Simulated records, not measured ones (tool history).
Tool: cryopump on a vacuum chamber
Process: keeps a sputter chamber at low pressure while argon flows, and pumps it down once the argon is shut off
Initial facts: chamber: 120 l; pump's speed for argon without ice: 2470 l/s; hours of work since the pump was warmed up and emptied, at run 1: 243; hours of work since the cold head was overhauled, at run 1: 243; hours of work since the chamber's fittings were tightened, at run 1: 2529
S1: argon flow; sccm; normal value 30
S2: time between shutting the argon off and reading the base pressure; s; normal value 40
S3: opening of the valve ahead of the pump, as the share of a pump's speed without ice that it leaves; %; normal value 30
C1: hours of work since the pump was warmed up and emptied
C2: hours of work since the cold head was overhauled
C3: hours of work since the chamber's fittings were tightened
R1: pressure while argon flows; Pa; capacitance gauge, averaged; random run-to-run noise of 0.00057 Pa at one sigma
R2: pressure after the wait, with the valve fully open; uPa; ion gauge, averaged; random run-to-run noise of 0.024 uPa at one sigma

run   hour  S1   S2  S3   C1   C2    C3      R1    R2
  1    0.0  30   40  30  243  243  2529  0.0726  2.27
  2   24.9  30   40  30  259  259  2545  0.0726  2.44
  3   58.2  30   40  30  279  279  2565  0.0729  2.50
  4   77.5  30   40  30  291  291  2577  0.0726  2.49
  5   96.8  30   40  30  303  303  2589  0.0744  2.44
     101.7  -- leaking fittings of the chamber tightened, without venting
  6  123.2  30   40  30  318  318    13  0.0741  1.04
  7  149.9  30   40  30  335  335    30  0.0750  1.06
  8  176.6  30   25  30  351  351    46  0.0757  1.56
  9  201.1  30   25  30  366  366    61  0.0744  1.62
     222.0  -- pump warmed up, emptied and cooled again
 10  225.0  30   25  30    2  378    73  0.0703  1.50
 11  247.7  30   25  30   16  392    87  0.0685  1.48
 12  271.0  30   25  30   30  407   102  0.0692  1.49
 13  299.1  30   40  30   48  424   119  0.0697  1.08
 14  326.2  30   40  30   64  441   136  0.0693  1.05
 15  359.5  30   40  30   85  461   156  0.0685  1.06
 16  383.0  27   80  30  100  476   171  0.0634  0.71
 17  424.8  27   80  30  125  502   197  0.0635  0.66
 18  457.5  15   50  16  146  522   217  0.0657  0.98
 19  486.7  15   48  16  164  540   235  0.0659  1.01
 20  507.6  20   29  16  177  553   248  0.0887  1.43
 21  545.3  26  188  16  200  576   271  0.1139  0.47
 22  567.1  38   40  27  213  589   284  0.1016  1.19
 23  595.3  38   40  27  231  607   302  0.1019  1.17
 24  626.1  38   40  27  250  626   321  0.1021  1.18
 25  664.4  24   54  40  273  650   345  0.0440  0.99
 26  705.6  30  201  30  299  675   370  0.0744  0.58
 27  745.5  13  201  15  323  700   395  0.0622  0.62
 28  769.0  27  294  15  338  714   409  0.1290  0.56
 29  794.6  30   40  19  354  730   425  0.1141  1.26
 30  823.3  30   22  18  372  748   443  0.1217  1.90

Hidden state or all else? Some run-to-run changes of R1, split into what the settings, what came in and random variation would give without the hidden state, and what is left for the hidden state (with any gauge scatter that isn't in both results):
Hidden state present: pump's speed, % of a pump's without ice; cold plate's temperature, K; leak into the chamber, uPa l/s; drift of the gauge itself on working_pa, %; drift of the gauge itself on base_upa, %.
Run 9 -> 10: pump warmed up, emptied and cooled again. R1 -0.0041 Pa: hidden state -0.0066, all else +0.0025.
Run 24 -> 25: S1 38 -> 24, S2 40 -> 54, S3 27 -> 40. R1 -0.0581 Pa: hidden state -0.0017, all else -0.0564.
Run 25 -> 26: S1 24 -> 30, S2 54 -> 201, S3 40 -> 30. R1 +0.0304 Pa: hidden state +0.0016, all else +0.0288.
Run 26 -> 27: S1 30 -> 13, S3 30 -> 15. R1 -0.0122 Pa: hidden state -0.0029, all else -0.0093.
Run 27 -> 28: S1 13 -> 27, S2 201 -> 294. R1 +0.0668 Pa: hidden state +0.0032, all else +0.0636.
